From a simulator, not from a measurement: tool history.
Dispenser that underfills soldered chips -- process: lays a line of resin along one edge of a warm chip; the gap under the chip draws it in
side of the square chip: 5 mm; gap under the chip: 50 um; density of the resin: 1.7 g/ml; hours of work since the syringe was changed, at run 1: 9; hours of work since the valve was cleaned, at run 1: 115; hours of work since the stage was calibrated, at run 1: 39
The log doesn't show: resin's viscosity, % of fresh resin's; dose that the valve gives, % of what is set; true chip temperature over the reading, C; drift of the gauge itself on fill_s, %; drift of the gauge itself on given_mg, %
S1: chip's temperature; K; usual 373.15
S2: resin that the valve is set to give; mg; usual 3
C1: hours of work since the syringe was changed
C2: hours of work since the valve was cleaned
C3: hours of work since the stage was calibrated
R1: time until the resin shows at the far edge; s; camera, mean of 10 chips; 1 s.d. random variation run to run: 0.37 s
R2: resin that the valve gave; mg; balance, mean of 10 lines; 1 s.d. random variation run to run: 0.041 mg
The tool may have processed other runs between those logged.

Run 1, hour 0: usual settings; C1 9; C2 115; C3 39. Result: R1 34.6 s, R2 2.67 mg.
At hour 3.1: new syringe of resin.
Run 2, hour 7.4: usual settings; C1 3; C2 120; C3 44. Result: R1 25.4 s, R2 2.68 mg.
Run 3, hour 14.3: usual settings; C1 8; C2 125; C3 49. Result: R1 32.4 s, R2 2.7 mg.
Run 4, hour 17.8: usual settings; C1 10; C2 127; C3 51. Result: R1 37.4 s, R2 2.71 mg.
At hour 19.3: new syringe of resin.
Run 5, hour 23.5: usual settings; C1 3; C2 131; C3 55. Result: R1 25.3 s, R2 2.73 mg.
At hour 25.5: dispensing valve cleaned and set on the balance.
Run 6, hour 29.6: usual settings but S1 366.15 K; C1 7; C2 3; C3 59. Result: R1 34.4 s, R2 2.93 mg.
At hour 36.8: new syringe of resin.
Run 7, hour 37.4: usual settings but S1 366.15 K; C1 0; C2 8; C3 64. Result: R1 26.2 s, R2 2.95 mg.
Run 8, hour 42.5: usual settings but S1 366.15 K; C1 4; C2 12; C3 68. Result: R1 30.5 s, R2 3.02 mg.
Run 9, hour 46.5: usual settings but S1 366.15 K; C1 7; C2 15; C3 71. Result: R1 35.3 s, R2 2.91 mg.
At hour 52.7: new syringe of resin.
Run 10, hour 54.1: usual settings but S1 366.15 K; C1 1; C2 20; C3 76. Result: R1 26.3 s, R2 2.9 mg.
Run 11, hour 60.2: usual settings but S1 366.15 K; C1 5; C2 24; C3 80. Result: R1 33.9 s, R2 2.93 mg.
Run 12, hour 67.4: usual settings but S1 383.15 K, S2 2.81 mg; C1 10; C2 29; C3 85. Result: R1 28.1 s, R2 2.76 mg.
At hour 68.7: new syringe of resin.
Run 13, hour 71.7: usual settings but S1 383.15 K, S2 2.81 mg; C1 2; C2 32; C3 88. Result: R1 19.1 s, R2 2.76 mg.
Run 14, hour 75.9: usual settings but S1 383.15 K, S2 2.81 mg; C1 5; C2 35; C3 91. Result: R1 21.8 s, R2 2.77 mg.

Pick out some run-to-run changes in R1. Of each, how much would a tool without hidden state show as well, from the settings, what came in and chance, and how much is left for the hidden state and any gauge scatter not in both results compared?
Run 4 -> 5: new syringe of resin. R1 -12.1 s: hidden state -11.9, all else -0.2.
